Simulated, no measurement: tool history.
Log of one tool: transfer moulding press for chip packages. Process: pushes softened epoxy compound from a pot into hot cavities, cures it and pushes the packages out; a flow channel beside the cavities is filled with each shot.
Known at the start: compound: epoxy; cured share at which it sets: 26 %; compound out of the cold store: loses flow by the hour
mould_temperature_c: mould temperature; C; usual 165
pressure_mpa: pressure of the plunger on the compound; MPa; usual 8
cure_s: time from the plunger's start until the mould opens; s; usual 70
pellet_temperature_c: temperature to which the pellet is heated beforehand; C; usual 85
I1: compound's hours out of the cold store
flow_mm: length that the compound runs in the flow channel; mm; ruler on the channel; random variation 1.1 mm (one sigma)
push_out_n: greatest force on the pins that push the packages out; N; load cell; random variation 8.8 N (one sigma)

{"run": 1, "hour": 0.0, "mould_temperature_c": 165, "pressure_mpa": 8, "cure_s": 70, "pellet_temperature_c": 85, "I1": 43.7, "flow_mm": 562, "push_out_n": 396}
{"run": 2, "hour": 12.8, "mould_temperature_c": 165, "pressure_mpa": 8, "cure_s": 70, "pellet_temperature_c": 85, "I1": 44.7, "flow_mm": 558, "push_out_n": 378}
{"hour": 26.7, "done": "cavities cleaned with cleaning compound and waxed"}
{"run": 3, "hour": 28.7, "mould_temperature_c": 165, "pressure_mpa": 7.63, "cure_s": 70, "pellet_temperature_c": 85, "I1": 43.6, "flow_mm": 547, "push_out_n": 395}
{"run": 4, "hour": 42.5, "mould_temperature_c": 165, "pressure_mpa": 7.63, "cure_s": 70, "pellet_temperature_c": 85, "I1": 40.8, "flow_mm": 558, "push_out_n": 387}
{"run": 5, "hour": 55.0, "mould_temperature_c": 165, "pressure_mpa": 7.63, "cure_s": 70, "pellet_temperature_c": 85, "I1": 15.8, "flow_mm": 626, "push_out_n": 419}
{"run": 6, "hour": 67.2, "mould_temperature_c": 165, "pressure_mpa": 8, "cure_s": 70, "pellet_temperature_c": 86, "I1": 17.3, "flow_mm": 634, "push_out_n": 405}
{"run": 7, "hour": 83.5, "mould_temperature_c": 165, "pressure_mpa": 8, "cure_s": 70, "pellet_temperature_c": 85, "I1": 27.1, "flow_mm": 606, "push_out_n": 385}
{"run": 8, "hour": 95.4, "mould_temperature_c": 168, "pressure_mpa": 8, "cure_s": 70, "pellet_temperature_c": 85, "I1": 31.5, "flow_mm": 584, "push_out_n": 353}
{"hour": 101.3, "done": "cavities cleaned with cleaning compound and waxed"}
{"run": 9, "hour": 113.9, "mould_temperature_c": 165, "pressure_mpa": 8, "cure_s": 91, "pellet_temperature_c": 85, "I1": 31, "flow_mm": 595, "push_out_n": 323}
{"run": 10, "hour": 129.1, "mould_temperature_c": 165, "pressure_mpa": 7.43, "cure_s": 70, "pellet_temperature_c": 85, "I1": 34.9, "flow_mm": 562, "push_out_n": 385}
{"run": 11, "hour": 143.3, "mould_temperature_c": 165, "pressure_mpa": 7.43, "cure_s": 70, "pellet_temperature_c": 85, "I1": 24.2, "flow_mm": 592, "push_out_n": 402}
{"run": 12, "hour": 153.2, "mould_temperature_c": 165, "pressure_mpa": 8, "cure_s": 70, "pellet_temperature_c": 90, "I1": 24, "flow_mm": 614, "push_out_n": 389}
{"run": 13, "hour": 164.7, "mould_temperature_c": 165, "pressure_mpa": 7.25, "cure_s": 70, "pellet_temperature_c": 90, "I1": 16.9, "flow_mm": 606, "push_out_n": 411}
{"hour": 175.9, "done": "cavities cleaned with cleaning compound and waxed"}
{"run": 14, "hour": 176.6, "mould_temperature_c": 165, "pressure_mpa": 7.25, "cure_s": 70, "pellet_temperature_c": 90, "I1": 30, "flow_mm": 569, "push_out_n": 396}
{"hour": 183.9, "done": "mould's thermocouples calibrated"}
{"run": 15, "hour": 193.7, "mould_temperature_c": 165, "pressure_mpa": 8, "cure_s": 70, "pellet_temperature_c": 85, "I1": 17.2, "flow_mm": 637, "push_out_n": 395}
{"run": 16, "hour": 205.8, "mould_temperature_c": 159, "pressure_mpa": 8, "cure_s": 70, "pellet_temperature_c": 85, "I1": 37.9, "flow_mm": 595, "push_out_n": 571}
{"run": 17, "hour": 218.2, "mould_temperature_c": 159, "pressure_mpa": 7.98, "cure_s": 57, "pellet_temperature_c": 92, "I1": 12.2, "flow_mm": 672, "push_out_n": 976}
{"run": 18, "hour": 233.5, "mould_temperature_c": 165, "pressure_mpa": 7.46, "cure_s": 53, "pellet_temperature_c": 83, "I1": 43.6, "flow_mm": 541, "push_out_n": 660}
{"run": 19, "hour": 249.3, "mould_temperature_c": 165, "pressure_mpa": 7.46, "cure_s": 53, "pellet_temperature_c": 83, "I1": 27.7, "flow_mm": 585, "push_out_n": 677}
{"hour": 252.6, "done": "cavities cleaned with cleaning compound and waxed"}
{"run": 20, "hour": 262.1, "mould_temperature_c": 158, "pressure_mpa": 7.46, "cure_s": 53, "pellet_temperature_c": 83, "I1": 30.5, "flow_mm": 599, "push_out_n": 1121}
{"run": 21, "hour": 269.7, "mould_temperature_c": 163, "pressure_mpa": 8.42, "cure_s": 58, "pellet_temperature_c": 85, "I1": 42.9, "flow_mm": 584, "push_out_n": 613}
{"run": 22, "hour": 284.6, "mould_temperature_c": 163, "pressure_mpa": 6.52, "cure_s": 58, "pellet_temperature_c": 85, "I1": 10.1, "flow_mm": 600, "push_out_n": 695}
{"run": 23, "hour": 301.1, "mould_temperature_c": 164, "pressure_mpa": 7.62, "cure_s": 80, "pellet_temperature_c": 85, "I1": 42.4, "flow_mm": 552, "push_out_n": 329}
{"run": 24, "hour": 312.9, "mould_temperature_c": 164, "pressure_mpa": 7.62, "cure_s": 80, "pellet_temperature_c": 85, "I1": 28.4, "flow_mm": 592, "push_out_n": 348}
{"run": 25, "hour": 324.7, "mould_temperature_c": 161, "pressure_mpa": 9.14, "cure_s": 71, "pellet_temperature_c": 75, "I1": 11.3, "flow_mm": 716, "push_out_n": 523}
{"hour": 327.4, "done": "cavities cleaned with cleaning compound and waxed"}
{"run": 26, "hour": 343.5, "mould_temperature_c": 165, "pressure_mpa": 8, "cure_s": 78, "pellet_temperature_c": 88, "I1": 30.3, "flow_mm": 597, "push_out_n": 354}
{"run": 27, "hour": 351.6, "mould_temperature_c": 165, "pressure_mpa": 8, "cure_s": 78, "pellet_temperature_c": 88, "I1": 44, "flow_mm": 561, "push_out_n": 359}
{"run": 28, "hour": 367.2, "mould_temperature_c": 165, "pressure_mpa": 8, "cure_s": 59, "pellet_temperature_c": 92, "I1": 24.7, "flow_mm": 611, "push_out_n": 537}
{"hour": 374.8, "done": "plunger's sealing rings changed"}
{"run": 29, "hour": 387.5, "mould_temperature_c": 168, "pressure_mpa": 8, "cure_s": 110, "pellet_temperature_c": 85, "I1": 40.7, "flow_mm": 561, "push_out_n": 331}

4 ways to go on from here, each from the tool as it stands after run 29. What would each give?
{"run": "A", "hour": 398.7, "mould_temperature_c": 165, "pressure_mpa": 6.48, "cure_s": 77, "pellet_temperature_c": 85, "I1": 19.6, "flow_mm": "?", "push_out_n": "?"}
{"run": "B", "hour": 398.7, "mould_temperature_c": 168, "pressure_mpa": 7.42, "cure_s": 110, "pellet_temperature_c": 82, "I1": 12.9, "flow_mm": "?", "push_out_n": "?"}
{"run": "C", "hour": 398.7, "mould_temperature_c": 165, "pressure_mpa": 9.91, "cure_s": 102, "pellet_temperature_c": 78, "I1": 24.2, "flow_mm": "?", "push_out_n": "?"}
{"run": "D", "hour": 398.7, "mould_temperature_c": 170, "pressure_mpa": 8, "cure_s": 84, "pellet_temperature_c": 93, "I1": 27.6, "flow_mm": "?", "push_out_n": "?"}

run=A flow_mm=567 push_out_n=362
run=B flow_mm=617 push_out_n=335
run=C flow_mm=685 push_out_n=321
run=D flow_mm=592 push_out_n=320
Without the tool's hidden state the same runs would have given:
run=A flow_mm=567 push_out_n=354
run=B flow_mm=617 push_out_n=328
run=C flow_mm=685 push_out_n=315
run=D flow_mm=592 push_out_n=313
